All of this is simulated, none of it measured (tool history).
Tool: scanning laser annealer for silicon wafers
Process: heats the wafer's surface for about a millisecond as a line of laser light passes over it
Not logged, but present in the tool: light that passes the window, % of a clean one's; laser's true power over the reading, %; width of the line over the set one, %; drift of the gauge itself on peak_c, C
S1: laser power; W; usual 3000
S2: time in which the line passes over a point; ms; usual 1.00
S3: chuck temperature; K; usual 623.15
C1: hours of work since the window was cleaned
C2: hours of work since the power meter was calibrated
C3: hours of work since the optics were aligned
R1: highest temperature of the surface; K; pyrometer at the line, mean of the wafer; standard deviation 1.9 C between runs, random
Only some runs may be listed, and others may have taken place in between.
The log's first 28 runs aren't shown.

| run | hour | S1 | S2 | S3 | C1 | C2 | C3 | R1 |
|---|---|---|---|---|---|---|---|---|
| 29 | 1255.5 | 3103 | 0.75 | 599.15 | 920 | 188 | 398 | 1313.15 |
|  | 1268.5 | window over the wafer cleaned |
| 30 | 1304.8 | 3103 | 0.75 | 599.15 | 25 | 221 | 432 | 1358.15 |
| 31 | 1341.9 | 3103 | 0.75 | 599.15 | 51 | 247 | 458 | 1353.15 |
|  | 1362.3 | laser's power meter calibrated, once more |
| 32 | 1371.6 | 3026 | 1.00 | 585.15 | 70 | 7 | 476 | 1375.15 |
| 33 | 1401.9 | 3173 | 1.00 | 583.15 | 91 | 28 | 497 | 1420.15 |
| 34 | 1441.1 | 3000 | 0.78 | 623.15 | 119 | 55 | 525 | 1322.15 |
| 35 | 1480.7 | 2892 | 0.93 | 623.15 | 147 | 83 | 553 | 1340.15 |
| 36 | 1511.9 | 3280 | 0.70 | 597.15 | 168 | 105 | 575 | 1340.15 |
| 37 | 1568.4 | 3280 | 0.70 | 597.15 | 208 | 144 | 614 | 1336.15 |
| 38 | 1620.4 | 2676 | 1.00 | 642.15 | 245 | 181 | 651 | 1311.15 |
| 39 | 1660.8 | 2676 | 1.00 | 642.15 | 273 | 209 | 679 | 1312.15 |
| 40 | 1708.0 | 2774 | 0.78 | 643.15 | 306 | 242 | 712 | 1267.15 |

5 ways to go on from here, each from the tool as it stands after run 40. What would each give?
| A | 1762.1 | 2774 | 0.72 | 643.15 | 344 | 280 | 750 | ? |
| B | 1762.1 | 3000 | 1.00 | 638.15 | 344 | 280 | 750 | ? |
| C | 1762.1 | 3086 | 0.79 | 623.15 | 344 | 280 | 750 | ? |
| D | 1762.1 | 2913 | 1.00 | 623.15 | 344 | 280 | 750 | ? |
| E | 1762.1 | 2614 | 1.24 | 615.15 | 344 | 280 | 750 | ? |

| run | R1 |
|---|---|
| A | 1243.15 |
| B | 1403.15 |
| C | 1337.15 |
| D | 1360.15 |
| E | 1328.15 |
What these runs would have given with no unlogged condition in the tool:
| run | R1 |
|---|---|
| A | 1265.15 |
| B | 1430.15 |
| C | 1362.15 |
| D | 1386.15 |
| E | 1353.15 |
